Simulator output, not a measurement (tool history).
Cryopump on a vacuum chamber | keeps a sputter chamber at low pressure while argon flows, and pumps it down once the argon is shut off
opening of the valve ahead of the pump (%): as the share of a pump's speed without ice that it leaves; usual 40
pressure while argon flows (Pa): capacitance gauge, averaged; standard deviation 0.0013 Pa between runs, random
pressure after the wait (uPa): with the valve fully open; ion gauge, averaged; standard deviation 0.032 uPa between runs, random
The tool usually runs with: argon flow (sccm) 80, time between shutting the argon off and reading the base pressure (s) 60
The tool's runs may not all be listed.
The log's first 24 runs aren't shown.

run    hour  argon flow (sccm)  time between shutting the argon off and reading the base pressure (s)  opening of the valve ahead of the pump (%)  pressure while argon flows (Pa)  pressure after the wait (uPa)
 25  1330.5                 65                                                                     60                                          40                           0.2919                           2.75
     1345.2  -- pump warmed up, emptied and cooled again
 26  1401.5                 65                                                                     60                                          40                           0.2492                           2.31
 27  1447.4                 65                                                                     49                                          40                           0.2519                           2.66
 28  1485.2                 65                                                                     49                                          40                           0.2532                           2.73
 29  1525.1                 80                                                                    224                                          40                           0.3140                           1.44
 30  1583.5                 52                                                                    177                                          17                           0.4704                           1.65
 31  1644.1                145                                                                     60                                          33                           0.6884                           2.58
 32  1700.0                 69                                                                    203                                          33                           0.3301                           1.68
 33  1779.9                 68                                                                    203                                          33                           0.3272                           1.74
 34  1844.6                 68                                                                    203                                          33                           0.3320                           1.81

4 ways to go on from here, each from the tool as it stands after run 34. What would each give?
  A  1909.4                 64                                                                     82                                          18                                ?                              ?
  B  1909.4                 59                                                                     60                                          40                                ?                              ?
  C  1909.4                 87                                                                     47                                          28                                ?                              ?
  D  1909.4                 82                                                                    203                                          33                                ?                              ?

run  pressure while argon flows (Pa)  pressure after the wait (uPa)
  A                           0.5597                           2.50
  B                           0.2429                           2.83
  C                           0.4974                           3.17
  D                           0.4043                           1.87
The same runs, with their run-to-run variation unchanged, on a tool lacking any hidden condition would have given:
run  pressure while argon flows (Pa)  pressure after the wait (uPa)
  A                           0.5367                           1.27
  B                           0.2218                           1.62
  C                           0.4664                           1.98
  D                           0.3748                           0.68
